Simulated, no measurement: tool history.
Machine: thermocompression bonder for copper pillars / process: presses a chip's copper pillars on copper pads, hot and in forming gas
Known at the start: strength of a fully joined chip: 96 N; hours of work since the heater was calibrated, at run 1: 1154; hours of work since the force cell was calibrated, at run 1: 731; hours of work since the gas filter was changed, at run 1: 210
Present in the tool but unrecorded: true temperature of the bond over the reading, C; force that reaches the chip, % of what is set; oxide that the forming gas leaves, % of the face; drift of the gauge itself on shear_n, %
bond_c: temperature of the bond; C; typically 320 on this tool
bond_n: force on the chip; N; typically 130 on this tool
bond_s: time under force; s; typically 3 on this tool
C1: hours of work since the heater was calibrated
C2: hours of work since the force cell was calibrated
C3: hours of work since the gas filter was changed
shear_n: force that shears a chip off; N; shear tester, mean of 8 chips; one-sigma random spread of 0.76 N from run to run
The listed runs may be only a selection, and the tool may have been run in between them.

Run 1, day 0.000: usual settings; C1 1154; C2 731; C3 210. Result: shear_n 46.3 N.
At day 1.896: forming gas filter changed.
Run 2, day 2.967: usual settings; C1 1199; C2 776; C3 16. Result: shear_n 52.3 N.
Run 3, day 4.762: usual settings; C1 1226; C2 803; C3 44. Result: shear_n 50.3 N.
Run 4, day 7.429: usual settings; C1 1267; C2 844; C3 84. Result: shear_n 49.1 N.
Run 5, day 9.112: usual settings but bond_c 310 C; C1 1292; C2 870; C3 110. Result: shear_n 43.8 N.
Run 6, day 11.375: usual settings but bond_c 310 C; C1 1327; C2 904; C3 144. Result: shear_n 42.9 N.
Run 7, day 14.638: usual settings but bond_c 310 C; C1 1377; C2 954; C3 194. Result: shear_n 42.4 N.
Run 8, day 16.296: usual settings but bond_c 310 C; C1 1402; C2 979; C3 219. Result: shear_n 42.3 N.
At day 17.596: forming gas filter changed.
At day 18.533: heater calibrated with a thermocouple chip.
Run 9, day 18.533: usual settings but bond_n 99 N; C1 0; C2 1011; C3 13. Result: shear_n 44.8 N.
Run 10, day 20.558: usual settings but bond_c 304 C; C1 31; C2 1042; C3 44. Result: shear_n 46.8 N.
Run 11, day 22.446: usual settings but bond_c 304 C, bond_s 4 s; C1 60; C2 1071; C3 73. Result: shear_n 49.6 N.
Run 12, day 25.612: usual settings but bond_c 304 C, bond_n 89 N, bond_s 4 s; C1 108; C2 1119; C3 121. Result: shear_n 37.4 N.
Run 13, day 27.254: usual settings; C1 133; C2 1144; C3 146. Result: shear_n 51.9 N.
Run 14, day 30.458: usual settings; C1 182; C2 1193; C3 195. Result: shear_n 49.8 N.
At day 33.375: forming gas filter changed.
Run 15, day 33.679: usual settings; C1 230; C2 1242; C3 5. Result: shear_n 54.2 N.
Run 16, day 35.317: usual settings but bond_s 5 s; C1 255; C2 1267; C3 30. Result: shear_n 63.4 N.
Run 17, day 37.400: usual settings; C1 287; C2 1299; C3 61. Result: shear_n 52.4 N.
Run 18, day 39.104: usual settings; C1 313; C2 1325; C3 87. Result: shear_n 53.0 N.
Run 19, day 41.617: usual settings; C1 351; C2 1363; C3 126. Result: shear_n 51.0 N.
Run 20, day 43.179: usual settings but bond_n 143 N; C1 375; C2 1387; C3 149. Result: shear_n 53.7 N.
Run 21, day 46.162: usual settings but bond_n 143 N; C1 421; C2 1432; C3 195. Result: shear_n 51.1 N.
At day 49.033: forming gas filter changed.
Run 22, day 49.033: usual settings but bond_c 317 C, bond_n 188 N, bond_s 4 s; C1 464; C2 1475; C3 0. Result: shear_n 69.7 N.
Run 23, day 50.908: usual settings but bond_c 333 C, bond_n 82 N; C1 493; C2 1504; C3 29. Result: shear_n 40.9 N.

Estimate the outcome of run 24 from the log above:
Run 24, day 52.704: usual settings but bond_c 333 C, bond_n 82 N; C1 520; C2 1531; C3 56. Result: shear_n ?.

shear_n: 40.2 N
The same run, on a tool lacking any hidden state, would have yielded shear_n 44.5 N.

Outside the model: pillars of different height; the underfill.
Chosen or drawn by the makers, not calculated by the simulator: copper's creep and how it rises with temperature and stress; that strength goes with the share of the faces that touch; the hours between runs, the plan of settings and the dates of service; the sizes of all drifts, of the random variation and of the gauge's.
